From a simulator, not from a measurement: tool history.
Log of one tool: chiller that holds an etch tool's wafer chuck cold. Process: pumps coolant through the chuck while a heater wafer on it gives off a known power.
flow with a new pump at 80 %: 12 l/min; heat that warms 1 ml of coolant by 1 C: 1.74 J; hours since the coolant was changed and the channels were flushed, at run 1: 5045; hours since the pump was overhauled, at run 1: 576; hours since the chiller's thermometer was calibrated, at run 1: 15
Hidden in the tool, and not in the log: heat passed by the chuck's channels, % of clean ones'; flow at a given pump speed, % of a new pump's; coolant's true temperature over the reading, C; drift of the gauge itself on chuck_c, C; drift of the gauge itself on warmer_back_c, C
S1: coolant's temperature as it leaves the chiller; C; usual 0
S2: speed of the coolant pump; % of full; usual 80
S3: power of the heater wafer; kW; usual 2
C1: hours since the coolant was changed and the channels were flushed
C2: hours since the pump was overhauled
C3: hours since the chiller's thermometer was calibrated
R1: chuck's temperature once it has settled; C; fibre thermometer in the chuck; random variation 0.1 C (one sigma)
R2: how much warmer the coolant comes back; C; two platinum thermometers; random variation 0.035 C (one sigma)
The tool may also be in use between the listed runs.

Run 1, day 0: usual settings; C1 5045; C2 576; C3 15. Result: R1 19.3 C, R2 5.79 C.
Run 2, day 4.317: usual settings but S2 77 % of full; C1 5149; C2 679; C3 119. Result: R1 19.9 C, R2 6.11 C.
Run 3, day 10.412: usual settings but S2 77 % of full; C1 5295; C2 825; C3 265. Result: R1 20.1 C, R2 6.07 C.
Run 4, day 16.117: usual settings but S2 77 % of full; C1 5432; C2 962; C3 402. Result: R1 20.4 C, R2 6.12 C.
Run 5, day 20.317: usual settings but S2 77 % of full; C1 5533; C2 1063; C3 503. Result: R1 20.3 C, R2 6.03 C.
Run 6, day 24.438: usual settings but S3 1.755 kW; C1 5631; C2 1162; C3 602. Result: R1 17.4 C, R2 5.14 C.
Run 7, day 27.65: usual settings but S2 85 % of full; C1 5709; C2 1239; C3 679. Result: R1 18.8 C, R2 5.43 C.
Run 8, day 33.142: usual settings but S1 2 C, S2 85 % of full; C1 5840; C2 1371; C3 811. Result: R1 20.8 C, R2 5.47 C.
Run 9, day 37.067: usual settings but S3 2.386 kW; C1 5935; C2 1465; C3 905. Result: R1 23.9 C, R2 6.98 C.
Run 10, day 43.108: usual settings but S3 2.386 kW; C1 6080; C2 1610; C3 1050. Result: R1 24 C, R2 6.97 C.
Run 11, day 47.15: usual settings but S2 66 % of full; C1 6177; C2 1707; C3 1147. Result: R1 24.1 C, R2 7.31 C.
Run 12, day 50.717: usual settings but S2 66 % of full; C1 6262; C2 1793; C3 1233. Result: R1 24.3 C, R2 7.31 C.
Run 13, day 55.946: usual settings but S1 -7 C; C1 6388; C2 1918; C3 1358. Result: R1 13.4 C, R2 5.85 C.
Run 14, day 60.104: usual settings; C1 6487; C2 2018; C3 1458. Result: R1 20.6 C, R2 5.85 C.
Run 15, day 64.588: usual settings; C1 6595; C2 2126; C3 1566. Result: R1 20.6 C, R2 5.97 C.
Run 16, day 69.596: usual settings; C1 6715; C2 2246; C3 1686. Result: R1 20.7 C, R2 5.92 C.
Run 17, day 75.171: usual settings but S1 5 C, S2 99 % of full, S3 1.051 kW; C1 6849; C2 2380; C3 1820. Result: R1 14.1 C, R2 2.47 C.
Run 18, day 80.471: usual settings but S1 5 C, S2 99 % of full, S3 2.286 kW; C1 6976; C2 2507; C3 1947. Result: R1 24.9 C, R2 5.37 C.
At day 83.804: chiller's thermometer calibrated.
Run 19, day 84.658: usual settings but S1 -8 C, S2 97 % of full, S3 1.544 kW; C1 7076; C2 2606; C3 20. Result: R1 5.5 C, R2 3.69 C.
At day 85.946: coolant changed, channels flushed.
Run 20, day 90.229: usual settings but S1 -8 C, S2 97 % of full, S3 1.544 kW; C1 103; C2 2734; C3 148. Result: R1 3.2 C, R2 3.66 C.
Run 21, day 92.954: usual settings but S1 -3 C, S2 87 % of full, S3 1.354 kW; C1 168; C2 2799; C3 214. Result: R1 7.9 C, R2 3.68 C.
Run 22, day 98.638: usual settings but S1 -3 C, S2 87 % of full, S3 1.354 kW; C1 305; C2 2936; C3 350. Result: R1 8 C, R2 3.68 C.
Run 23, day 104.817: usual settings but S1 -3 C, S2 87 % of full, S3 1.354 kW; C1 453; C2 3084; C3 498. Result: R1 8.2 C, R2 3.7 C.
Run 24, day 108.517: usual settings but S1 -3 C, S2 70 % of full, S3 2.403 kW; C1 542; C2 3173; C3 587. Result: R1 21.2 C, R2 8.34 C.
Run 25, day 113.596: usual settings but S1 4 C, S3 1.003 kW; C1 664; C2 3295; C3 709. Result: R1 13.1 C, R2 3.01 C.
Run 26, day 116.938: usual settings but S1 4 C, S2 68 % of full, S3 1.003 kW; C1 744; C2 3375; C3 789. Result: R1 14.4 C, R2 3.61 C.
Run 27, day 121.45: usual settings but S1 4 C, S2 68 % of full, S3 1.003 kW; C1 852; C2 3483; C3 898. Result: R1 14.6 C, R2 3.63 C.
Run 28, day 127.242: usual settings but S3 1.618 kW; C1 991; C2 3622; C3 1037. Result: R1 14.6 C, R2 4.92 C.
Run 29, day 131.312: usual settings but S2 88 % of full, S3 1.523 kW; C1 1089; C2 3720; C3 1134. Result: R1 12.8 C, R2 4.18 C.
Run 30, day 135.862: usual settings but S1 -3 C, S2 66 % of full, S3 2.058 kW; C1 1198; C2 3829; C3 1243. Result: R1 19.4 C, R2 7.76 C.
Run 31, day 140.425: usual settings but S1 -10 C; C1 1308; C2 3939; C3 1353. Result: R1 8.3 C, R2 6.06 C.
Run 32, day 144.388: usual settings but S1 -10 C; C1 1403; C2 4034; C3 1448. Result: R1 8.4 C, R2 6.03 C.

4 ways to go on from here, each from the tool as it stands after run 32. What would each give?
Run A, day 147.954: usual settings but S2 60 % of full; C1 1488; C2 4119; C3 1534. Result: R1 ?, R2 ?.
Run B, day 147.954: usual settings but S1 9 C; C1 1488; C2 4119; C3 1534. Result: R1 ?, R2 ?.
Run C, day 147.954: usual settings but S1 9 C, S2 98 % of full, S3 1.089 kW; C1 1488; C2 4119; C3 1534. Result: R1 ?, R2 ?.
Run D, day 147.954: usual settings but S1 4 C, S3 1.187 kW; C1 1488; C2 4119; C3 1534. Result: R1 ?, R2 ?.

run    R1    R2
  A  24.1  8.38
  B  27.5  6.19
  C  17.5  2.64
  D  14.9  3.63
Without the tool's hidden state the same runs would have given:
run    R1    R2
  A    22  7.95
  B  25.8  5.87
  C  16.6   2.5
  D  13.8  3.44
